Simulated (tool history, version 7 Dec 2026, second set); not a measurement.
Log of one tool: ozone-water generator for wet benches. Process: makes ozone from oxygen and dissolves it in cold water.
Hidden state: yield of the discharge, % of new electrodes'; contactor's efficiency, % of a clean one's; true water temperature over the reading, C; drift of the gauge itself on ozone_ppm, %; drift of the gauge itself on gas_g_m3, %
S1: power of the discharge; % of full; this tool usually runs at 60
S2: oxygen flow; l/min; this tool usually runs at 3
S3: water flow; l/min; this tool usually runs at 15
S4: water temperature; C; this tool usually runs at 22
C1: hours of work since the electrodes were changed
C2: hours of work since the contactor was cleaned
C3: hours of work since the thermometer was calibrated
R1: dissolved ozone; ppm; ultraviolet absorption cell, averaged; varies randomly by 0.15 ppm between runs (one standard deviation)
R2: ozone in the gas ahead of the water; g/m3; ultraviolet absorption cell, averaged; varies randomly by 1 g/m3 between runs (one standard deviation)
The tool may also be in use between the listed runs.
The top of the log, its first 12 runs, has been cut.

run,hour,S1,S2,S3,S4,C1,C2,C3,R1,R2
13,938.5,80,3,15,22,3213,3213,422,20.3,212.8
14,1033.6,60,3,15,14,3277,3277,485,18.1,172.7
15,1098.1,60,3,15,14,3320,3320,528,17.9,173.4
16,1199.8,60,3,15,14,3388,3388,596,18.1,171.6
17,1267.7,60,3,15,14,3433,3433,642,18,171.9
18,1355.3,60,3,15,14,3492,3492,700,18.1,172.3
19,1447,60,3,20,25,3553,3553,761,12.2,171.8
20,1491.8,60,1.69,20,14,3583,3583,791,12.5,241.1

Run 21, settings as shown, results not yet in. Your forecast:
21,1589.2,64,1.6,24,21,3648,3648,856,?,?

Run 21 gave R1 9.9 ppm, R2 259.5 g/m3.
Take away the tool's hidden state, keep the run-to-run variation as it was, and the same run would have given R1 11.1 ppm, R2 278.7 g/m3.
